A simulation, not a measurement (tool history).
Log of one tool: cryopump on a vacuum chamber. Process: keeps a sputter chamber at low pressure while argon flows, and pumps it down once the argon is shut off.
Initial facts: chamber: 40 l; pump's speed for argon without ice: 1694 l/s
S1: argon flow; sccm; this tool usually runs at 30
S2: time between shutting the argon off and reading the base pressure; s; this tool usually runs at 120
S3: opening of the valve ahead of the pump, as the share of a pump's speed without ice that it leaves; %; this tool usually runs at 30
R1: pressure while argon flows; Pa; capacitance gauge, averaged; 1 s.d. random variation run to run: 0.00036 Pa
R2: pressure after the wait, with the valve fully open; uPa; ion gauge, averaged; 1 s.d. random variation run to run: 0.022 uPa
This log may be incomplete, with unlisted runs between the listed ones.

run 1 day=0 | S1=30 S2=120 S3=30 | R1=0.1026 R2=1.27
run 2 day=1.612 | S1=30 S2=28 S3=30 | R1=0.1025 R2=2.77
run 3 day=3.279 | S1=30 S2=28 S3=30 | R1=0.1025 R2=2.82
run 4 day=4.704 | S1=30 S2=28 S3=30 | R1=0.1037 R2=2.75
run 5 day=6.188 | S1=30 S2=28 S3=30 | R1=0.1035 R2=2.88
run 6 day=7.088 | S1=30 S2=28 S3=30 | R1=0.1043 R2=2.91
run 7 day=8.471 | S1=30 S2=28 S3=30 | R1=0.1034 R2=2.9
run 8 day=10.288 | S1=30 S2=28 S3=30 | R1=0.1043 R2=2.84
run 9 day=11.042 | S1=24 S2=120 S3=36 | R1=0.0709 R2=1.35
run 10 day=12.696 | S1=24 S2=120 S3=36 | R1=0.0709 R2=1.44
-- day=13.004 leaking fittings of the chamber tightened, without venting
-- day=13.533 pump warmed up, emptied and cooled again
run 11 day=14.25 | S1=53 S2=120 S3=29 | R1=0.1838 R2=0.73
run 12 day=15.229 | S1=34 S2=124 S3=43 | R1=0.0795 R2=0.75
run 13 day=16.679 | S1=16 S2=72 S3=46 | R1=0.0347 R2=1.05
run 14 day=18.429 | S1=34 S2=141 S3=44 | R1=0.0791 R2=0.68
run 15 day=19.521 | S1=16 S2=141 S3=44 | R1=0.0372 R2=0.69
run 16 day=20.975 | S1=16 S2=141 S3=44 | R1=0.0378 R2=0.69

3 ways to go on from here, each from the tool as it stands after run 16. What would each give?
run A day=22.421 | S1=30 S2=120 S3=40 | R1=? R2=?
run B day=22.421 | S1=19 S2=141 S3=44 | R1=? R2=?
run C day=22.421 | S1=44 S2=53 S3=47 | R1=? R2=?

run=A R1=0.0776 R2=0.78
run=B R1=0.0449 R2=0.72
run=C R1=0.0966 R2=1.34
Had the tool no hidden state, the same runs would have come out as:
run=A R1=0.0751 R2=0.65
run=B R1=0.0434 R2=0.58
run=C R1=0.0931 R2=1.21
